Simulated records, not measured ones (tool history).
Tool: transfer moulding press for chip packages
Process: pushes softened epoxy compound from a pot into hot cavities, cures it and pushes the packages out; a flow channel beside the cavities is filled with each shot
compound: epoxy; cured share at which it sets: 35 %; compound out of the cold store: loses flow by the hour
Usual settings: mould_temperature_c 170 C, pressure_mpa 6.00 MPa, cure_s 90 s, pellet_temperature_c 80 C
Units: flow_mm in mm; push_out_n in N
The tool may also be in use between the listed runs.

run,hour,mould_temperature_c,pressure_mpa,cure_s,pellet_temperature_c,incoming compound's hours out of the cold store,flow_mm,push_out_n
1,0.0,170,6.00,90,80,40.4,682,256
2,6.8,170,6.00,90,80,31.1,703,264
3,16.7,170,6.00,90,80,37.8,687,258
# hour 29.0: plunger's sealing rings changed
4,31.4,170,6.00,90,70,10.5,756,276
# hour 39.5: cavities cleaned with cleaning compound and waxed
5,41.7,170,6.00,90,70,11.8,751,248
6,47.7,170,6.00,90,72,40.0,682,252
7,56.8,170,6.00,90,72,27.8,711,259
8,66.1,170,6.00,90,72,23.2,723,245
9,74.6,170,6.00,90,72,16.5,740,248
10,85.6,170,6.00,90,72,35.3,693,251
11,97.8,170,4.84,90,72,11.0,679,254
12,106.8,170,4.84,90,72,48.0,596,250
# hour 115.7: cavities cleaned with cleaning compound and waxed
13,115.7,170,4.84,90,72,19.5,658,249
14,123.3,170,4.84,90,72,9.2,684,251
15,132.2,170,4.84,90,72,29.1,636,247
16,147.0,170,4.84,90,72,27.6,639,260
17,157.8,170,4.84,90,72,14.6,669,261
18,170.0,170,6.67,90,72,34.4,733,259
19,184.7,167,4.79,90,72,46.9,603,269
# hour 191.7: cavities cleaned with cleaning compound and waxed
# hour 197.0: mould's thermocouples calibrated
20,199.0,174,5.85,80,77,11.5,729,245
21,207.5,170,6.00,90,88,40.1,682,256
22,215.7,167,5.22,90,80,10.7,716,286
23,230.7,170,5.42,90,80,24.1,684,255
# hour 243.7: plunger's sealing rings changed
24,248.2,170,5.99,90,85,15.6,741,251
25,260.5,170,6.41,82,85,12.9,776,273
26,267.1,165,6.00,90,77,26.7,733,320
# hour 272.6: cavities cleaned with cleaning compound and waxed
27,279.0,165,6.00,109,86,40.7,696,243

Forecast each of these 4 alternatives for the next run:
A,287.5,165,6.00,84,87,42.6,?,?
B,287.5,165,6.00,126,86,29.3,?,?
C,287.5,177,6.00,109,80,46.1,?,?
D,287.5,165,6.85,100,86,9.2,?,?

run,flow_mm,push_out_n
A,693,349
B,726,232
C,649,226
D,834,271
Without the tool's hidden state the same runs would have given:
run,flow_mm,push_out_n
A,693,347
B,727,230
C,649,225
D,835,269

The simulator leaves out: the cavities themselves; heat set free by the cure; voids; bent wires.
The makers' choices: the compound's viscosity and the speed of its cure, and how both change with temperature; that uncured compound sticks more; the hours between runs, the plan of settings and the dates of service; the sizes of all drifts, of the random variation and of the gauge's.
